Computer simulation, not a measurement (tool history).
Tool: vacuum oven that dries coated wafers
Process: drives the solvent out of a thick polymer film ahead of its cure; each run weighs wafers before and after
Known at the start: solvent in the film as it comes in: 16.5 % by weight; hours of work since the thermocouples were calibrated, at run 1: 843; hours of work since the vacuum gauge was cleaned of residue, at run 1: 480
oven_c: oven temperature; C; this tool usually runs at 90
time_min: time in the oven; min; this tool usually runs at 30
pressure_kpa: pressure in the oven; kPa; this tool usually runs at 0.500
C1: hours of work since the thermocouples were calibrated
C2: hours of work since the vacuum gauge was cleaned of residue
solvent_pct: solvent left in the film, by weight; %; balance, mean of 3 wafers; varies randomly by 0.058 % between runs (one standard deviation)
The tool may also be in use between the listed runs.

{"run": 1, "hour": 0.0, "oven_c": 90, "time_min": 30, "pressure_kpa": 0.5, "C1": 843, "C2": 480, "solvent_pct": 2.42}
{"run": 2, "hour": 17.8, "oven_c": 90, "time_min": 17, "pressure_kpa": 0.5, "C1": 855, "C2": 493, "solvent_pct": 5.1}
{"run": 3, "hour": 30.0, "oven_c": 90, "time_min": 17, "pressure_kpa": 0.5, "C1": 864, "C2": 502, "solvent_pct": 4.97}
{"run": 4, "hour": 41.6, "oven_c": 90, "time_min": 17, "pressure_kpa": 0.5, "C1": 872, "C2": 510, "solvent_pct": 5.07}
{"run": 5, "hour": 55.3, "oven_c": 90, "time_min": 17, "pressure_kpa": 0.5, "C1": 882, "C2": 520, "solvent_pct": 4.96}
{"run": 6, "hour": 69.1, "oven_c": 90, "time_min": 17, "pressure_kpa": 0.5, "C1": 892, "C2": 530, "solvent_pct": 5.2}
{"run": 7, "hour": 82.2, "oven_c": 90, "time_min": 17, "pressure_kpa": 0.5, "C1": 902, "C2": 539, "solvent_pct": 5.04}
{"run": 8, "hour": 95.1, "oven_c": 90, "time_min": 30, "pressure_kpa": 0.5, "C1": 911, "C2": 548, "solvent_pct": 2.38}
{"run": 9, "hour": 105.0, "oven_c": 90, "time_min": 30, "pressure_kpa": 0.5, "C1": 918, "C2": 555, "solvent_pct": 2.49}
{"run": 10, "hour": 120.7, "oven_c": 90, "time_min": 30, "pressure_kpa": 0.5, "C1": 929, "C2": 567, "solvent_pct": 2.46}
{"run": 11, "hour": 136.5, "oven_c": 90, "time_min": 30, "pressure_kpa": 0.5, "C1": 940, "C2": 578, "solvent_pct": 2.36}
{"run": 12, "hour": 152.5, "oven_c": 90, "time_min": 30, "pressure_kpa": 0.5, "C1": 952, "C2": 589, "solvent_pct": 2.37}
{"hour": 156.7, "done": "oven's thermocouples calibrated"}
{"run": 13, "hour": 173.0, "oven_c": 90, "time_min": 30, "pressure_kpa": 1.106, "C1": 12, "C2": 603, "solvent_pct": 2.21}
{"run": 14, "hour": 181.2, "oven_c": 90, "time_min": 30, "pressure_kpa": 1.106, "C1": 18, "C2": 608, "solvent_pct": 2.16}
{"run": 15, "hour": 191.8, "oven_c": 90, "time_min": 30, "pressure_kpa": 1.106, "C1": 25, "C2": 616, "solvent_pct": 2.21}
{"hour": 195.3, "done": "oven's thermocouples calibrated, once more"}
{"run": 16, "hour": 206.7, "oven_c": 90, "time_min": 30, "pressure_kpa": 1.106, "C1": 8, "C2": 625, "solvent_pct": 2.89}
{"run": 17, "hour": 216.7, "oven_c": 90, "time_min": 38, "pressure_kpa": 1.106, "C1": 15, "C2": 632, "solvent_pct": 1.96}
{"run": 18, "hour": 232.4, "oven_c": 90, "time_min": 38, "pressure_kpa": 1.106, "C1": 27, "C2": 644, "solvent_pct": 2.15}
{"run": 19, "hour": 241.4, "oven_c": 90, "time_min": 30, "pressure_kpa": 0.5, "C1": 33, "C2": 650, "solvent_pct": 2.81}
{"run": 20, "hour": 251.2, "oven_c": 90, "time_min": 30, "pressure_kpa": 0.5, "C1": 40, "C2": 657, "solvent_pct": 2.89}
{"run": 21, "hour": 259.2, "oven_c": 90, "time_min": 30, "pressure_kpa": 0.5, "C1": 46, "C2": 663, "solvent_pct": 2.91}
{"run": 22, "hour": 278.0, "oven_c": 101, "time_min": 30, "pressure_kpa": 0.5, "C1": 59, "C2": 676, "solvent_pct": 0.58}
{"run": 23, "hour": 294.5, "oven_c": 90, "time_min": 30, "pressure_kpa": 0.5, "C1": 71, "C2": 688, "solvent_pct": 2.84}
{"run": 24, "hour": 311.3, "oven_c": 90, "time_min": 30, "pressure_kpa": 0.5, "C1": 83, "C2": 700, "solvent_pct": 2.79}
{"run": 25, "hour": 329.2, "oven_c": 98, "time_min": 16, "pressure_kpa": 1.28, "C1": 96, "C2": 713, "solvent_pct": 3.18}
{"run": 26, "hour": 343.3, "oven_c": 98, "time_min": 16, "pressure_kpa": 1.28, "C1": 106, "C2": 723, "solvent_pct": 3.2}
{"run": 27, "hour": 358.2, "oven_c": 98, "time_min": 16, "pressure_kpa": 1.28, "C1": 117, "C2": 734, "solvent_pct": 3.08}
{"run": 28, "hour": 375.0, "oven_c": 98, "time_min": 25, "pressure_kpa": 1.323, "C1": 129, "C2": 746, "solvent_pct": 1.54}
{"run": 29, "hour": 384.8, "oven_c": 98, "time_min": 25, "pressure_kpa": 1.323, "C1": 136, "C2": 753, "solvent_pct": 1.56}
{"run": 30, "hour": 402.8, "oven_c": 91, "time_min": 25, "pressure_kpa": 0.837, "C1": 149, "C2": 766, "solvent_pct": 3.33}
{"run": 31, "hour": 421.7, "oven_c": 91, "time_min": 25, "pressure_kpa": 0.837, "C1": 162, "C2": 779, "solvent_pct": 3.26}
{"run": 32, "hour": 434.6, "oven_c": 90, "time_min": 30, "pressure_kpa": 0.47, "C1": 171, "C2": 789, "solvent_pct": 2.65}
{"run": 33, "hour": 452.7, "oven_c": 94, "time_min": 30, "pressure_kpa": 0.5, "C1": 184, "C2": 802, "solvent_pct": 1.68}
{"run": 34, "hour": 465.8, "oven_c": 81, "time_min": 37, "pressure_kpa": 1.787, "C1": 194, "C2": 811, "solvent_pct": 5.2}
{"run": 35, "hour": 481.9, "oven_c": 80, "time_min": 42, "pressure_kpa": 0.5, "C1": 205, "C2": 823, "solvent_pct": 4.62}
{"run": 36, "hour": 496.3, "oven_c": 80, "time_min": 42, "pressure_kpa": 1.893, "C1": 216, "C2": 833, "solvent_pct": 4.89}
{"run": 37, "hour": 507.7, "oven_c": 96, "time_min": 34, "pressure_kpa": 0.5, "C1": 224, "C2": 841, "solvent_pct": 0.92}
{"run": 38, "hour": 517.3, "oven_c": 81, "time_min": 25, "pressure_kpa": 0.5, "C1": 231, "C2": 848, "solvent_pct": 6.6}
{"run": 39, "hour": 533.1, "oven_c": 81, "time_min": 25, "pressure_kpa": 0.5, "C1": 242, "C2": 859, "solvent_pct": 6.63}
{"run": 40, "hour": 549.2, "oven_c": 83, "time_min": 49, "pressure_kpa": 0.289, "C1": 254, "C2": 871, "solvent_pct": 2.74}
{"run": 41, "hour": 561.0, "oven_c": 84, "time_min": 17, "pressure_kpa": 0.384, "C1": 262, "C2": 879, "solvent_pct": 7.24}
{"run": 42, "hour": 577.3, "oven_c": 86, "time_min": 18, "pressure_kpa": 0.848, "C1": 274, "C2": 891, "solvent_pct": 6.64}
{"run": 43, "hour": 595.5, "oven_c": 90, "time_min": 37, "pressure_kpa": 0.5, "C1": 287, "C2": 904, "solvent_pct": 1.95}
{"run": 44, "hour": 610.0, "oven_c": 90, "time_min": 30, "pressure_kpa": 0.265, "C1": 297, "C2": 914, "solvent_pct": 2.67}
{"run": 45, "hour": 625.1, "oven_c": 91, "time_min": 37, "pressure_kpa": 1.355, "C1": 308, "C2": 925, "solvent_pct": 1.84}
{"run": 46, "hour": 641.3, "oven_c": 102, "time_min": 22, "pressure_kpa": 1.355, "C1": 320, "C2": 937, "solvent_pct": 1.13}
{"run": 47, "hour": 652.5, "oven_c": 98, "time_min": 46, "pressure_kpa": 0.5, "C1": 328, "C2": 945, "solvent_pct": 0.33}
{"run": 48, "hour": 662.1, "oven_c": 91, "time_min": 38, "pressure_kpa": 0.455, "C1": 334, "C2": 952, "solvent_pct": 1.51}

How the hidden state differs across the entries between the runs, from the last listed run before each to the first after it:
Between runs 12 and 13: oven's thermocouples calibrated (hour 156.7)
  true wafer temperature over the reading, C: 1.83 -> 3.05; true pressure over the reading, kPa: 0.254 -> 0.26
  measured minus no-state result, solvent_pct: -0.48 -> -0.84 %
Between runs 15 and 16: oven's thermocouples calibrated, once more (hour 195.3)
  true wafer temperature over the reading, C: 3.08 -> 0.42; true pressure over the reading, kPa: 0.265 -> 0.269
  measured minus no-state result, solvent_pct: -0.84 -> -0.07 %
